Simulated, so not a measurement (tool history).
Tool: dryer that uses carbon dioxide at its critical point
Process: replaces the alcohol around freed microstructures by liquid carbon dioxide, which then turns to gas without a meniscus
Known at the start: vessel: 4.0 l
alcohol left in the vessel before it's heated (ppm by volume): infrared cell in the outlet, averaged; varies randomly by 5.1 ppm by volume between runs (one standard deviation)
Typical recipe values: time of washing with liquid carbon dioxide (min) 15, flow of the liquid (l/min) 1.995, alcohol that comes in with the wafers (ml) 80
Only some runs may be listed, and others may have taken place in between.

run    hour  time of washing with liquid carbon dioxide (min)  flow of the liquid (l/min)  alcohol that comes in with the wafers (ml)  alcohol left in the vessel before it's heated (ppm by volume)
  1       0                                                15                       1.995                                          80                                                            193
  2    56.9                                                10                       1.995                                          80                                                            650
  3   119.3                                                10                       1.995                                          80                                                            702
  4   186.1                                                10                       1.995                                          80                                                            724
  5   232.7                                                10                       1.995                                          80                                                            737
  6   265.3                                                10                       1.995                                          80                                                            772
  7   295.2                                                15                       1.995                                          51                                                            222
  8   349.4                                                15                       1.995                                          51                                                            217
  9   389.9                                                15                       1.995                                         106                                                            339
 10   456.4                                                15                       1.995                                         106                                                            358
 11   497.9                                                15                       1.995                                         106                                                            389
 12   533.6                                                15                       1.995                                         106                                                            385
 13   591.6                                                15                       1.995                                         106                                                            417
 14   632.4                                                15                       1.995                                         106                                                            434
      659.5  -- inlet filter changed
 15   683.4                                                15                       1.995                                         106                                                            285
 16   746.3                                                15                       1.995                                          80                                                            270
      774.5  -- purifier's bed changed
 17   812.4                                                15                       1.995                                          80                                                             99
 18   855.9                                                15                       1.995                                          80                                                            107
 19   888.9                                                12                        2.79                                          28                                                             29
 20   921.9                                                23                        1.66                                          80                                                             44
 21   979.3                                                15                       1.995                                          91                                                            162
 22  1023.8                                                15                         2.2                                          86                                                            120
 23  1062.5                                                20                       1.995                                          35                                                             39
 24  1124.1                                                20                       1.995                                          35                                                             60
 25    1165                                                19                       1.995                                          80                                                             88
 26  1195.7                                                15                       1.995                                          43                                                            140
 27  1262.7                                                15                       1.995                                          43                                                            162
 28  1304.8                                                15                       1.995                                          43                                                            170

What does the tool deliver on the next run?
     1323.4  -- inlet filter changed
 29  1368.9                                                15                       1.995                                          47                                                              ?

Run 29 produced alcohol left in the vessel before it's heated (ppm by volume) 117.
With no hidden state in the tool, this same run would have given alcohol left in the vessel before it's heated (ppm by volume) 48.

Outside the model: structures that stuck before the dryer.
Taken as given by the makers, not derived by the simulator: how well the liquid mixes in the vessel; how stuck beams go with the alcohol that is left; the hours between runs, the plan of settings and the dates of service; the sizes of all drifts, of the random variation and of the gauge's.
